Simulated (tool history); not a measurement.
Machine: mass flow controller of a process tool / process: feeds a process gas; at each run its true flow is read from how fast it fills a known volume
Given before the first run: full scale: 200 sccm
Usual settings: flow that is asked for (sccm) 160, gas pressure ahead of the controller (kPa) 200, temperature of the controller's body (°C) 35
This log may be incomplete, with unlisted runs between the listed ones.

run     day  flow that is asked for (sccm)  gas pressure ahead of the controller (kPa)  temperature of the controller's body (°C)  true flow (%)
  1   0.000                            160                                         200                                         35          99.49
  2   4.833                            160                                         200                                         35          99.59
  3  10.588                            160                                         175                                         35          99.64
  4  16.392                            160                                         200                                         30         100.02
  5  21.646                            160                                         200                                         30          99.99
  6  25.150                            117                                         200                                         30          99.27
  7  27.762                            117                                         200                                         30          99.25
  8  32.462                            160                                         200                                         35          99.59
  9  38.142                             41                                         200                                         35          96.95
 10  43.496                            160                                         200                                         35          99.74
 11  47.800                            160                                         200                                         35          99.76
 12  51.904                            160                                         200                                         35          99.73
 13  56.583                            160                                         200                                         35          99.72
 14  59.842                            160                                         200                                         39          99.41
 15  64.738                             21                                         271                                         36          94.49
 16  70.208                             21                                         271                                         36          94.55
     70.704  -- controller exchanged for a calibrated one
 17  73.821                             21                                         271                                         36          95.97
 18  77.688                             87                                         190                                         22          98.33
 19  82.329                            150                                         218                                         38          97.77
 20  86.629                             98                                         211                                         34          97.45
 21  89.667                             98                                         211                                         34          97.39
 22  95.600                             98                                         211                                         34          97.56

Expected results for the next run?
 23  100.771                             98                                         211                                         37              ?

true flow (%): 97.25
Had the tool carried no hidden state, the very same run would have given true flow (%) 97.44.

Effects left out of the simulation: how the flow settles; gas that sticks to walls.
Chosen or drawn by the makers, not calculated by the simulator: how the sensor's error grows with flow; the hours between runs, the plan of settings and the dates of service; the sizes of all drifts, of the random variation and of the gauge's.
